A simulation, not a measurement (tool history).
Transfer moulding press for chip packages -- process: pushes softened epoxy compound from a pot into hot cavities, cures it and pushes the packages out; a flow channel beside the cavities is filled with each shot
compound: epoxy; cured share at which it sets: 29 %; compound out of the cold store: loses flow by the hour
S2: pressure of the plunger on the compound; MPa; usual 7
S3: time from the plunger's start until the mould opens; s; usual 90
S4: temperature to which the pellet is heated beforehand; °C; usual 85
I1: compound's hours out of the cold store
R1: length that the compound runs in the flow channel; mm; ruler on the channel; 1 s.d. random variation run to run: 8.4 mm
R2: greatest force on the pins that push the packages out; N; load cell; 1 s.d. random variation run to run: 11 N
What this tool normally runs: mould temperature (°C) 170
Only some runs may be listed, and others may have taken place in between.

Run 1, day 0: usual settings; I1 9. Result: R1 983 mm, R2 549 N.
Run 2, day 0.321: usual settings; I1 19.9. Result: R1 931 mm, R2 583 N.
Run 3, day 0.871: usual settings but S3 84 s; I1 46. Result: R1 834 mm, R2 702 N.
Run 4, day 1.321: usual settings but S3 110 s; I1 24.1. Result: R1 911 mm, R2 598 N.
Run 5, day 1.688: usual settings but S3 110 s; I1 21.1. Result: R1 920 mm, R2 615 N.
Run 6, day 2.262: usual settings but S3 110 s; I1 38.8. Result: R1 859 mm, R2 687 N.
Run 7, day 2.833: usual settings but S3 110 s; I1 47.9. Result: R1 808 mm, R2 749 N.
Run 8, day 3.425: usual settings but S4 83 °C; I1 28.8. Result: R1 881 mm, R2 933 N.
Run 9, day 3.967: usual settings but mould temperature (°C) 169, S4 83 °C; I1 8.7. Result: R1 959 mm, R2 1087 N.
At day 4.45: cavities cleaned with cleaning compound and waxed.
Run 10, day 4.671: usual settings but mould temperature (°C) 169, S3 87 s, S4 83 °C; I1 35.3. Result: R1 864 mm, R2 1310 N.
Run 11, day 5.25: usual settings but S2 5.77 MPa; I1 47.9. Result: R1 727 mm, R2 1200 N.
Run 12, day 5.667: usual settings but S2 5.77 MPa; I1 32. Result: R1 798 mm, R2 1210 N.
Run 13, day 6.029: usual settings but S2 5.77 MPa; I1 38.8. Result: R1 761 mm, R2 1186 N.
At day 6.517: cavities cleaned with cleaning compound and waxed, once more.
Run 14, day 6.758: usual settings but S4 87 °C; I1 11. Result: R1 931 mm, R2 559 N.
Run 15, day 7.35: usual settings but S2 8.67 MPa; I1 17.9. Result: R1 1011 mm, R2 659 N.
Run 16, day 7.946: usual settings but mould temperature (°C) 172, S2 8.4 MPa, S3 111 s, S4 83 °C; I1 38.2. Result: R1 911 mm, R2 615 N.
Run 17, day 8.596: usual settings but mould temperature (°C) 172, S2 8.4 MPa, S3 111 s, S4 83 °C; I1 23.4. Result: R1 958 mm, R2 667 N.

For run 18, what comes out?
Run 18, day 9.204: usual settings but mould temperature (°C) 166, S2 5.49 MPa, S3 79 s, S4 80 °C; I1 43.4. Result: R1 ?, R2 ?.

Run 18 gave R1 728 mm, R2 1410 N.
On a tool with no hidden condition, and with the same random variation, this run would have come out at R1 777 mm, R2 767 N.
